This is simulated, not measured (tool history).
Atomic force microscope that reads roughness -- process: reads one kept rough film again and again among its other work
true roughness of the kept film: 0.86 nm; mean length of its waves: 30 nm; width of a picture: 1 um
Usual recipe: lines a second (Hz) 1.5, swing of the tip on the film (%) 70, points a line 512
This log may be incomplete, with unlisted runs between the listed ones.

| run | hour | lines a second (Hz) | swing of the tip on the film (%) | points a line | roughness of the kept film (nm (root mean square)) |
|---|---|---|---|---|---|
| 1 | 0 | 1.5 | 70 | 512 | 0.751 |
|  | 27.5 | new tip fitted |
| 2 | 37.1 | 1.5 | 70 | 512 | 0.757 |
| 3 | 79.2 | 1.5 | 70 | 512 | 0.744 |
| 4 | 130.9 | 1.5 | 70 | 512 | 0.742 |
|  | 184 | new tip fitted |
| 5 | 190.4 | 1.5 | 70 | 512 | 0.752 |
| 6 | 221.6 | 1.5 | 77 | 512 | 0.72 |
| 7 | 248.7 | 1.5 | 77 | 512 | 0.728 |
| 8 | 275.8 | 1.5 | 77 | 512 | 0.714 |
| 9 | 332.7 | 1.5 | 77 | 512 | 0.716 |
|  | 341.7 | new tip fitted |
| 10 | 391.5 | 2.23 | 70 | 512 | 0.719 |
| 11 | 439.9 | 2.23 | 70 | 512 | 0.717 |
|  | 500.8 | new tip fitted |
| 12 | 501.2 | 1.5 | 70 | 512 | 0.747 |
| 13 | 531.7 | 1.5 | 70 | 512 | 0.753 |
| 14 | 564.8 | 1.5 | 75 | 512 | 0.732 |
| 15 | 620.7 | 1.5 | 75 | 512 | 0.73 |

What does the tool deliver on the next run?
|  | 661.9 | new tip fitted |
| 16 | 678.4 | 1.5 | 83 | 512 | ? |

Run 16 produced roughness of the kept film (nm (root mean square)) 0.691.
Without the tool's hidden state the same run would have given roughness of the kept film (nm (root mean square)) 0.691.

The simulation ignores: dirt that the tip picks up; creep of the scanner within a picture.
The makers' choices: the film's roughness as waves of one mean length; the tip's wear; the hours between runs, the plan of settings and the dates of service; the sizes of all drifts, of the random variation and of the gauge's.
